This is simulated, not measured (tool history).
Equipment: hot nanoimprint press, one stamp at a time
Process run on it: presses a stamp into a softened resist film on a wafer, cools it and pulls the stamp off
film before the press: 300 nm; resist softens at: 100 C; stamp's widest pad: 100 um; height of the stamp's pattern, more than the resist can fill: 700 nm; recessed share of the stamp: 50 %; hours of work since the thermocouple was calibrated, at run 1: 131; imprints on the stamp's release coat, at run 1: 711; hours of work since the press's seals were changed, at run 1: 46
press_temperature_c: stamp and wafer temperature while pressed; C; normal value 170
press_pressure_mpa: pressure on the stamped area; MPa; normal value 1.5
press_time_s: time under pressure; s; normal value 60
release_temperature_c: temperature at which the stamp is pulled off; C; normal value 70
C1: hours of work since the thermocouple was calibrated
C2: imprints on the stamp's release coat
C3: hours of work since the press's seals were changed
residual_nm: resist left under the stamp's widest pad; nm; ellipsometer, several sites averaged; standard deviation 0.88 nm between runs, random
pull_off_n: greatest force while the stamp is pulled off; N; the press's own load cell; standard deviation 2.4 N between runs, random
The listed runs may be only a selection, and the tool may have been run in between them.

Run 1, hour 0: usual settings; C1 131; C2 711; C3 46. Result: residual_nm 122.4 nm, pull_off_n 128 N.
Run 2, hour 55.5: usual settings; C1 172; C2 851; C3 88. Result: residual_nm 123 nm, pull_off_n 133 N.
Run 3, hour 111: usual settings; C1 214; C2 991; C3 129. Result: residual_nm 125.7 nm, pull_off_n 147 N.
Run 4, hour 143.9: usual settings; C1 238; C2 1073; C3 154. Result: residual_nm 125.8 nm, pull_off_n 144 N.
Run 5, hour 182.3: usual settings; C1 267; C2 1170; C3 183. Result: residual_nm 125.9 nm, pull_off_n 139 N.
Run 6, hour 231.5: usual settings; C1 304; C2 1294; C3 219. Result: residual_nm 127.3 nm, pull_off_n 147 N.
Run 7, hour 302: usual settings but release_temperature_c 60 C; C1 356; C2 1471; C3 272. Result: residual_nm 127.9 nm, pull_off_n 171 N.
At hour 338.8: plate thermocouple calibrated.
At hour 344.8: stamp cleaned and given a new release coat.
Run 8, hour 344.8: usual settings but release_temperature_c 60 C; C1 0; C2 0; C3 297. Result: residual_nm 121.8 nm, pull_off_n 123 N.
Run 9, hour 416.3: usual settings but release_temperature_c 71 C; C1 53; C2 180; C3 351. Result: residual_nm 122.9 nm, pull_off_n 114 N.
Run 10, hour 473.1: usual settings but release_temperature_c 71 C; C1 96; C2 323; C3 393. Result: residual_nm 124.8 nm, pull_off_n 122 N.
Run 11, hour 538.1: usual settings but release_temperature_c 71 C; C1 144; C2 487; C3 442. Result: residual_nm 125.6 nm, pull_off_n 127 N.
Run 12, hour 569.3: usual settings but press_temperature_c 169 C; C1 168; C2 565; C3 465. Result: residual_nm 133.8 nm, pull_off_n 129 N.
Run 13, hour 612.6: usual settings but press_temperature_c 169 C; C1 200; C2 674; C3 497. Result: residual_nm 133 nm, pull_off_n 129 N.
Run 14, hour 668.7: usual settings; C1 242; C2 815; C3 539. Result: residual_nm 127.4 nm, pull_off_n 137 N.
At hour 709.4: press's hydraulic seals changed and the load cell set to zero.
Run 15, hour 718.4: usual settings; C1 273; C2 921; C3 7. Result: residual_nm 125.1 nm, pull_off_n 137 N.
Run 16, hour 774.1: usual settings but press_temperature_c 172 C, press_pressure_mpa 2.33 MPa, press_time_s 99 s; C1 315; C2 1061; C3 48. Result: residual_nm 73.9 nm, pull_off_n 141 N.
Run 17, hour 825.9: usual settings but press_temperature_c 174 C, press_pressure_mpa 2.03 MPa, press_time_s 62 s, release_temperature_c 77 C; C1 353; C2 1191; C3 87. Result: residual_nm 88.7 nm, pull_off_n 138 N.
At hour 861.9: plate thermocouple calibrated.
Run 18, hour 878.6: usual settings but press_temperature_c 174 C, press_pressure_mpa 1.04 MPa, press_time_s 62 s, release_temperature_c 77 C; C1 13; C2 1316; C3 124. Result: residual_nm 115.1 nm, pull_off_n 140 N.
Run 19, hour 918.5: usual settings but press_temperature_c 174 C, press_pressure_mpa 1.04 MPa, press_time_s 62 s, release_temperature_c 77 C; C1 42; C2 1417; C3 154. Result: residual_nm 115.8 nm, pull_off_n 145 N.
At hour 976.8: stamp cleaned and given a new release coat.
Run 20, hour 993: usual settings but press_temperature_c 163 C, press_pressure_mpa 2.01 MPa, press_time_s 62 s, release_temperature_c 77 C; C1 93; C2 41; C3 205. Result: residual_nm 155.9 nm, pull_off_n 104 N.
Run 21, hour 1058.3: usual settings but press_temperature_c 160 C, press_time_s 87 s; C1 142; C2 205; C3 254. Result: residual_nm 183 nm, pull_off_n 117 N.
Run 22, hour 1089.1: usual settings but press_temperature_c 160 C, press_pressure_mpa 1.13 MPa, press_time_s 49 s; C1 165; C2 283; C3 277. Result: residual_nm 231.4 nm, pull_off_n 120 N.
Run 23, hour 1127.3: usual settings but press_temperature_c 177 C, press_pressure_mpa 1.33 MPa, press_time_s 32 s; C1 194; C2 379; C3 305. Result: residual_nm 119.8 nm, pull_off_n 123 N.
Run 24, hour 1196.3: usual settings but press_pressure_mpa 0.94 MPa; C1 245; C2 553; C3 357. Result: residual_nm 154.8 nm, pull_off_n 128 N.
Run 25, hour 1267.9: usual settings but press_time_s 49 s, release_temperature_c 66 C; C1 299; C2 733; C3 410. Result: residual_nm 139.8 nm, pull_off_n 148 N.
Run 26, hour 1311.7: usual settings but press_pressure_mpa 1.86 MPa, press_time_s 72 s, release_temperature_c 58 C; C1 331; C2 843; C3 443. Result: residual_nm 110 nm, pull_off_n 159 N.
Run 27, hour 1348.1: usual settings but press_pressure_mpa 1.86 MPa, press_time_s 72 s, release_temperature_c 58 C; C1 359; C2 935; C3 470. Result: residual_nm 109.6 nm, pull_off_n 159 N.
At hour 1379.7: plate thermocouple calibrated.
Run 28, hour 1410: usual settings but press_temperature_c 162 C, press_pressure_mpa 2.37 MPa, press_time_s 33 s, release_temperature_c 75 C; C1 23; C2 1083; C3 514. Result: residual_nm 188.5 nm, pull_off_n 133 N.
Run 29, hour 1457: usual settings but press_temperature_c 182 C, press_pressure_mpa 2.37 MPa, press_time_s 58 s, release_temperature_c 75 C; C1 58; C2 1201; C3 549. Result: residual_nm 52.1 nm, pull_off_n 140 N.

Each row is a separate what-if for the run after 29, all from the same tool condition, not one after another. Results?
At hour 1488.4: press's hydraulic seals changed and the load cell set to zero.
Run A, hour 1504.8: usual settings but press_temperature_c 182 C, press_pressure_mpa 2.37 MPa, press_time_s 43 s, release_temperature_c 61 C; C1 87; C2 1301; C3 12. Result: residual_nm ?, pull_off_n ?.
At hour 1488.4: press's hydraulic seals changed and the load cell set to zero.
Run B, hour 1504.8: usual settings but press_time_s 105 s; C1 87; C2 1301; C3 12. Result: residual_nm ?, pull_off_n ?.
At hour 1488.4: press's hydraulic seals changed and the load cell set to zero.
Run C, hour 1504.8: usual settings but release_temperature_c 78 C; C1 87; C2 1301; C3 12. Result: residual_nm ?, pull_off_n ?.
At hour 1488.4: press's hydraulic seals changed and the load cell set to zero.
Run D, hour 1504.8: usual settings but press_temperature_c 182 C, press_pressure_mpa 2.37 MPa, press_time_s 30 s, release_temperature_c 75 C; C1 87; C2 1301; C3 12. Result: residual_nm ?, pull_off_n ?.

run  residual_nm  pull_off_n
  A         59.1         170
  B         94.9         147
  C        120.2         135
  D         68.6         140
What these runs would have given with no unlogged condition in the tool:
run  residual_nm  pull_off_n
  A         59.3         128
  B           95         110
  C        120.4         100
  D         68.7         105
